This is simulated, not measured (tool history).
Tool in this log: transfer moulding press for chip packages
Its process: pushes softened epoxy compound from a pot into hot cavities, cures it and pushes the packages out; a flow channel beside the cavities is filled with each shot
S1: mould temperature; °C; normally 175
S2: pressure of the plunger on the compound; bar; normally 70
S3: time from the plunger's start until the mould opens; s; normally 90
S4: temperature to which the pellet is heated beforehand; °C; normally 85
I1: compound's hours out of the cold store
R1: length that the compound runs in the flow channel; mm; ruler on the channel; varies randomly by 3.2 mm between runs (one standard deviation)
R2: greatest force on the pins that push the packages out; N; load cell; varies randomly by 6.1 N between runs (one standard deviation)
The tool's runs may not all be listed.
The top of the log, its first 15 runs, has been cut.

| run | hour | S1 | S2 | S3 | S4 | I1 | R1 | R2 |
|---|---|---|---|---|---|---|---|---|
| 16 | 97.6 | 178 | 57.1 | 81 | 85 | 34.7 | 495 | 357 |
| 17 | 103.3 | 178 | 57.1 | 81 | 85 | 36.6 | 493 | 375 |
| 18 | 112.4 | 175 | 69 | 91 | 85 | 23.1 | 575 | 371 |
| 19 | 120 | 180 | 63 | 77 | 85 | 25.5 | 529 | 406 |
|  | 124.8 | cavities cleaned with cleaning compound and waxed |
| 20 | 127.5 | 180 | 63 | 77 | 85 | 42.8 | 496 | 253 |
| 21 | 133.4 | 180 | 63 | 77 | 85 | 28.2 | 526 | 281 |
| 22 | 140.9 | 170 | 70 | 110 | 79 | 47.9 | 535 | 270 |
| 23 | 145 | 170 | 70 | 110 | 79 | 28.5 | 573 | 300 |
| 24 | 151.2 | 170 | 80.7 | 119 | 79 | 31.1 | 613 | 294 |
| 25 | 156.3 | 182 | 57.2 | 110 | 90 | 13.3 | 526 | 280 |
|  | 162.8 | plunger's sealing rings changed |
| 26 | 163.3 | 170 | 79.9 | 88 | 93 | 35 | 639 | 450 |
| 27 | 171.6 | 170 | 79.9 | 88 | 93 | 28.4 | 659 | 469 |

Predict the results of run 28:
| 28 | 175.6 | 175 | 70 | 78 | 85 | 24.8 | ? | ? |

Run 28 yielded R1 613 mm, R2 472 N.
With no hidden state in the tool, this same run would have given R1 614 mm, R2 291 N.
